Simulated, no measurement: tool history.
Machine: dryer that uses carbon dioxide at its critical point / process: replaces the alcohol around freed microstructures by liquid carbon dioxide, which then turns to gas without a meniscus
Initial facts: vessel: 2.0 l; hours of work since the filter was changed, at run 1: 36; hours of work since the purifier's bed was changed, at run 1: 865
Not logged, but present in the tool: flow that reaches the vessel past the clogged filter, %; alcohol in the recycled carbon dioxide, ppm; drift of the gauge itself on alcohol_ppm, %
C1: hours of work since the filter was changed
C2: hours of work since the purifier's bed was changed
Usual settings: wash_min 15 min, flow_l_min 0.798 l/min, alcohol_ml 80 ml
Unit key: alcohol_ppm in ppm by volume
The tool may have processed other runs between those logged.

Run 1, hour 0.0: usual settings; C1 36; C2 865. Result: alcohol_ppm 198 ppm by volume.
Run 2, hour 46.0: usual settings; C1 56; C2 885. Result: alcohol_ppm 213 ppm by volume.
Run 3, hour 68.0: usual settings but alcohol_ml 96 ml; C1 66; C2 895. Result: alcohol_ppm 263 ppm by volume.
Run 4, hour 90.5: usual settings but alcohol_ml 96 ml; C1 76; C2 905. Result: alcohol_ppm 279 ppm by volume.
Run 5, hour 110.0: usual settings but flow_l_min 1.026 l/min; C1 85; C2 914. Result: alcohol_ppm 79 ppm by volume.
Run 6, hour 130.4: usual settings but flow_l_min 1.026 l/min; C1 94; C2 923. Result: alcohol_ppm 92 ppm by volume.
Run 7, hour 168.9: usual settings but flow_l_min 1.026 l/min; C1 111; C2 940. Result: alcohol_ppm 102 ppm by volume.
Run 8, hour 195.0: usual settings but flow_l_min 1.026 l/min; C1 123; C2 952. Result: alcohol_ppm 111 ppm by volume.
Run 9, hour 217.6: usual settings but flow_l_min 1.026 l/min; C1 133; C2 962. Result: alcohol_ppm 104 ppm by volume.
At hour 224.6: purifier's bed changed.
Run 10, hour 265.3: usual settings but alcohol_ml 102 ml; C1 153; C2 18. Result: alcohol_ppm 355 ppm by volume.
Run 11, hour 308.5: usual settings but wash_min 12 min; C1 173; C2 38. Result: alcohol_ppm 809 ppm by volume.
At hour 330.3: inlet filter changed.
Run 12, hour 351.1: usual settings; C1 9; C2 56. Result: alcohol_ppm 137 ppm by volume.
Run 13, hour 399.5: usual settings; C1 31; C2 78. Result: alcohol_ppm 148 ppm by volume.
Run 14, hour 442.6: usual settings; C1 50; C2 97. Result: alcohol_ppm 168 ppm by volume.
Run 15, hour 490.3: usual settings; C1 72; C2 119. Result: alcohol_ppm 191 ppm by volume.
Run 16, hour 520.9: usual settings but flow_l_min 0.556 l/min; C1 85; C2 132. Result: alcohol_ppm 917 ppm by volume.
Run 17, hour 550.5: usual settings but flow_l_min 0.556 l/min, alcohol_ml 22 ml; C1 99; C2 146. Result: alcohol_ppm 270 ppm by volume.
Run 18, hour 594.1: usual settings but flow_l_min 0.556 l/min, alcohol_ml 22 ml; C1 118; C2 165. Result: alcohol_ppm 290 ppm by volume.
Run 19, hour 620.1: usual settings but flow_l_min 0.556 l/min, alcohol_ml 22 ml; C1 130; C2 177. Result: alcohol_ppm 299 ppm by volume.
Run 20, hour 642.4: usual settings but flow_l_min 0.556 l/min, alcohol_ml 22 ml; C1 140; C2 187. Result: alcohol_ppm 310 ppm by volume.
Run 21, hour 676.1: usual settings but wash_min 20 min; C1 155; C2 202. Result: alcohol_ppm 73 ppm by volume.
Run 22, hour 702.0: usual settings; C1 167; C2 213. Result: alcohol_ppm 293 ppm by volume.
At hour 736.5: inlet filter changed.
Run 23, hour 750.6: usual settings; C1 6; C2 235. Result: alcohol_ppm 140 ppm by volume.
Run 24, hour 780.9: usual settings but alcohol_ml 89 ml; C1 20; C2 248. Result: alcohol_ppm 184 ppm by volume.
Run 25, hour 811.6: usual settings but wash_min 12 min, flow_l_min 0.496 l/min, alcohol_ml 44 ml; C1 34; C2 262. Result: alcohol_ppm 1291 ppm by volume.
Run 26, hour 835.0: usual settings but flow_l_min 0.719 l/min, alcohol_ml 90 ml; C1 44; C2 273. Result: alcohol_ppm 329 ppm by volume.
Run 27, hour 857.4: usual settings but flow_l_min 0.719 l/min, alcohol_ml 90 ml; C1 54; C2 283. Result: alcohol_ppm 343 ppm by volume.
Run 28, hour 884.4: usual settings but wash_min 19 min, flow_l_min 0.806 l/min, alcohol_ml 37 ml; C1 66; C2 295. Result: alcohol_ppm 37 ppm by volume.
Run 29, hour 914.3: usual settings but wash_min 14 min, flow_l_min 0.551 l/min, alcohol_ml 37 ml; C1 80; C2 308. Result: alcohol_ppm 567 ppm by volume.
Run 30, hour 960.8: usual settings but wash_min 14 min, flow_l_min 0.551 l/min, alcohol_ml 37 ml; C1 101; C2 329. Result: alcohol_ppm 613 ppm by volume.
Run 31, hour 995.1: usual settings but alcohol_ml 72 ml; C1 116; C2 344. Result: alcohol_ppm 230 ppm by volume.
Run 32, hour 1038.6: usual settings but flow_l_min 0.570 l/min, alcohol_ml 56 ml; C1 135; C2 364. Result: alcohol_ppm 731 ppm by volume.
Run 33, hour 1067.8: usual settings but flow_l_min 0.570 l/min, alcohol_ml 56 ml; C1 148; C2 377. Result: alcohol_ppm 771 ppm by volume.
Run 34, hour 1106.5: usual settings but wash_min 11 min, alcohol_ml 63 ml; C1 166; C2 394. Result: alcohol_ppm 859 ppm by volume.
Run 35, hour 1134.7: usual settings but wash_min 10 min, flow_l_min 0.776 l/min, alcohol_ml 63 ml; C1 178; C2 407. Result: alcohol_ppm 1337 ppm by volume.
At hour 1141.2: inlet filter changed.
Run 36, hour 1180.5: usual settings but wash_min 12 min, flow_l_min 0.914 l/min; C1 18; C2 427. Result: alcohol_ppm 251 ppm by volume.
Run 37, hour 1223.4: usual settings but wash_min 12 min, flow_l_min 0.914 l/min; C1 37; C2 446. Result: alcohol_ppm 280 ppm by volume.
Run 38, hour 1253.3: usual settings but wash_min 12 min, flow_l_min 0.914 l/min; C1 50; C2 460. Result: alcohol_ppm 283 ppm by volume.
Run 39, hour 1272.7: usual settings but wash_min 10 min, flow_l_min 0.765 l/min, alcohol_ml 98 ml; C1 59; C2 468. Result: alcohol_ppm 1495 ppm by volume.
Run 40, hour 1305.1: usual settings but wash_min 10 min, flow_l_min 0.765 l/min, alcohol_ml 98 ml; C1 73; C2 483. Result: alcohol_ppm 1566 ppm by volume.
Run 41, hour 1352.3: usual settings but wash_min 10 min, flow_l_min 0.765 l/min, alcohol_ml 98 ml; C1 95; C2 504. Result: alcohol_ppm 1653 ppm by volume.
Run 42, hour 1384.7: usual settings but flow_l_min 0.496 l/min, alcohol_ml 22 ml; C1 109; C2 518. Result: alcohol_ppm 430 ppm by volume.
Run 43, hour 1428.8: usual settings but flow_l_min 0.496 l/min, alcohol_ml 61 ml; C1 129; C2 538. Result: alcohol_ppm 1190 ppm by volume.
Run 44, hour 1464.1: usual settings but flow_l_min 0.496 l/min, alcohol_ml 61 ml; C1 145; C2 554. Result: alcohol_ppm 1267 ppm by volume.
Run 45, hour 1507.0: usual settings but flow_l_min 0.567 l/min, alcohol_ml 110 ml; C1 164; C2 573. Result: alcohol_ppm 1584 ppm by volume.
At hour 1545.9: inlet filter changed.
Run 46, hour 1546.7: usual settings but flow_l_min 1.134 l/min, alcohol_ml 74 ml; C1 0; C2 591. Result: alcohol_ppm 47 ppm by volume.

Table of differences, measured result less the result of that run with no hidden state. Run-to-run variation is the same in both. Gauge scatter possibly is not:
run  alcohol_ppm
  1          +73
  2          +90
  3         +110
  4         +120
  5          +63
  6          +67
  7          +75
  8          +78
  9          +81
 10         +196
 11         +419
 12          +12
 13          +28
 14          +44
 15          +63
 16         +251
 17          +84
 18         +105
 19         +114
 20         +128
 21          +44
 22         +171
 23          +22
 24          +34
 25         +141
 26          +79
 27          +95
 28          +23
 29         +153
 30         +192
 31         +110
 32         +305
 33         +341
 34         +414
 35         +612
 36          +42
 37          +66
 38          +80
 39         +292
 40         +361
 41         +461
 42         +143
 43         +422
 44         +495
 45         +727
 46          +29
